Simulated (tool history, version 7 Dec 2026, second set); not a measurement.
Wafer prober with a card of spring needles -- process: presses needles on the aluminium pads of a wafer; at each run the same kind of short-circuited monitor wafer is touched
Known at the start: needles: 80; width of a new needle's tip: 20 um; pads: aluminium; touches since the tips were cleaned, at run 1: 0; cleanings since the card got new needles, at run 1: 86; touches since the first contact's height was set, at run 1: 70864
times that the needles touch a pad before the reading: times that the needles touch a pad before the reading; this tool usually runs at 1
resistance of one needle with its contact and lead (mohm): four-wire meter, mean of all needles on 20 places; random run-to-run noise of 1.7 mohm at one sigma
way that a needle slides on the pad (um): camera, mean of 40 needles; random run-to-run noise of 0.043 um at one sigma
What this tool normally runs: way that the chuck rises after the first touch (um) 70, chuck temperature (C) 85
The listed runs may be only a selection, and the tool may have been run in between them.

run,hour,way that the chuck rises after the first touch (um),chuck temperature (C),times that the needles touch a pad before the reading,touches since the tips were cleaned,cleanings since the card got new needles,touches since the first contact's height was set,resistance of one needle with its contact and lead (mohm),way that a needle slides on the pad (um)
1,0,70,85,1,0,86,70864,170,11.77
# hour 5.9: tips cleaned on abrasive film
# hour 12.4: tips cleaned on abrasive film
2,16.8,70,85,1,1489,88,76566,171,11.89
# hour 19.1: tips cleaned on abrasive film
# hour 24.8: tips cleaned on abrasive film
3,25.9,70,85,1,398,90,79652,173,11.81
# hour 30.4: tips cleaned on abrasive film
4,33.4,70,85,1,1046,91,82195,170,11.83
# hour 36.7: tips cleaned on abrasive film
# hour 42.8: tips cleaned on abrasive film
# hour 48.5: tips cleaned on abrasive film
5,48.5,70,85,1,0,94,87295,170,11.84
# hour 54.9: tips cleaned on abrasive film
# hour 61.1: tips cleaned on abrasive film
6,61.3,70,85,1,79,96,91642,170,11.86
# hour 66.7: tips cleaned on abrasive film
# hour 72.7: tips cleaned on abrasive film
7,75.5,70,29,1,960,98,96453,158,11.9
# hour 79.1: tips cleaned on abrasive film
# hour 84.9: tips cleaned on abrasive film
# hour 91.3: tips cleaned on abrasive film
8,92.5,70,29,1,412,101,102201,162,11.93
# hour 97.8: tips cleaned on abrasive film
9,99.9,70,29,1,724,102,104717,161,11.91
# hour 103.4: tips cleaned on abrasive film
# hour 109.7: tips cleaned on abrasive film
10,110.5,70,85,1,280,104,108308,170,11.88
# hour 115.4: tips cleaned on abrasive film
11,117.8,70,85,1,833,105,110785,171,11.92
# hour 121.9: tips cleaned on abrasive film
# hour 127.5: tips cleaned on abrasive film
12,128,70,85,1,161,107,114226,171,11.9
# hour 133.7: tips cleaned on abrasive film
13,138.6,70,104,1,1699,108,117858,173,11.97
# hour 139.7: tips cleaned on abrasive film
# hour 142.3: height of the first contact set anew
# hour 145.7: tips cleaned on abrasive film
# hour 151.7: tips cleaned on abrasive film
14,153,70,104,1,446,111,3621,176,12
# hour 157.5: tips cleaned on abrasive film
# hour 163.5: tips cleaned on abrasive film
# hour 169.2: tips cleaned on abrasive film
15,169.9,77,104,1,222,114,9332,170,13.2
# hour 174.8: tips cleaned on abrasive film
# hour 180.5: tips cleaned on abrasive film
# hour 186.8: tips cleaned on abrasive film
16,187.4,77,104,1,212,117,15282,174,13.18
# hour 193.1: tips cleaned on abrasive film
17,198.1,77,104,1,1702,118,18904,174,13.26
# hour 199.3: tips cleaned on abrasive film
# hour 205.3: tips cleaned on abrasive film
# hour 211.3: tips cleaned on abrasive film
18,214.2,77,104,1,1010,121,24368,173,13.2
# hour 217.8: tips cleaned on abrasive film
# hour 223.5: tips cleaned on abrasive film
19,223.5,73,85,2,0,123,27493,171,12.52
# hour 230.1: tips cleaned on abrasive film
20,234.1,73,85,2,1402,124,31131,174,12.58
# hour 235.6: tips cleaned on abrasive film
# hour 242.2: tips cleaned on abrasive film
21,245.8,70,39,2,1235,126,35065,163,12.06
# hour 247.9: tips cleaned on abrasive film
# hour 254: tips cleaned on abrasive film
# hour 260.1: tips cleaned on abrasive film
22,261.9,70,39,2,621,129,40531,162,12.1
# hour 266.2: gauge calibrated
# hour 266.3: tips cleaned on abrasive film
# hour 272.7: tips cleaned on abrasive film
# hour 278.5: tips cleaned on abrasive film
23,279.7,56,85,1,438,132,46562,171,9.51
# hour 284.2: tips cleaned on abrasive film
# hour 289.9: tips cleaned on abrasive film
24,295,84,46,3,1752,134,51741,160,14.25
# hour 296.4: tips cleaned on abrasive film
# hour 302.2: tips cleaned on abrasive film
# hour 307.9: tips cleaned on abrasive film
25,310.1,80,124,1,755,137,56847,177,13.49
# hour 314.4: tips cleaned on abrasive film
26,319.7,80,48,1,1809,138,60104,163,13.64
# hour 321.1: tips cleaned on abrasive film
# hour 327.3: tips cleaned on abrasive film
# hour 332.9: tips cleaned on abrasive film
27,337.6,74,29,1,1597,141,66171,160,12.54
# hour 338.9: tips cleaned on abrasive film
# hour 344.5: tips cleaned on abrasive film
# hour 350: tips cleaned on abrasive film
28,350,74,29,1,0,144,70353,158,12.64
# hour 355.7: tips cleaned on abrasive film
# hour 362.2: tips cleaned on abrasive film
29,364.3,82,25,1,742,146,75212,158,13.91

The logged runs with the hidden state left out (each run's random variation unchanged):
Hidden state at play: debris on the tips, nm; way that the needles fall short of the set height, um; tips' diameter, um; drift of the gauge itself on contact_mohm, %; drift of the gauge itself on scrub_um, %.
run,way that a needle slides on the pad (um)
1,11.77
2,11.88
3,11.79
4,11.81
5,11.8
6,11.81
7,11.82
8,11.84
9,11.81
10,11.77
11,11.81
12,11.78
13,11.84
14,11.84
15,13
16,12.97
17,13.03
18,12.96
19,12.28
20,12.32
21,11.8
22,11.83
23,9.5
24,14.22
25,13.44
26,13.58
27,12.47
28,12.55
29,13.8
resistance of one needle with its contact and lead (mohm): at most 1 away from the measurement, every run.

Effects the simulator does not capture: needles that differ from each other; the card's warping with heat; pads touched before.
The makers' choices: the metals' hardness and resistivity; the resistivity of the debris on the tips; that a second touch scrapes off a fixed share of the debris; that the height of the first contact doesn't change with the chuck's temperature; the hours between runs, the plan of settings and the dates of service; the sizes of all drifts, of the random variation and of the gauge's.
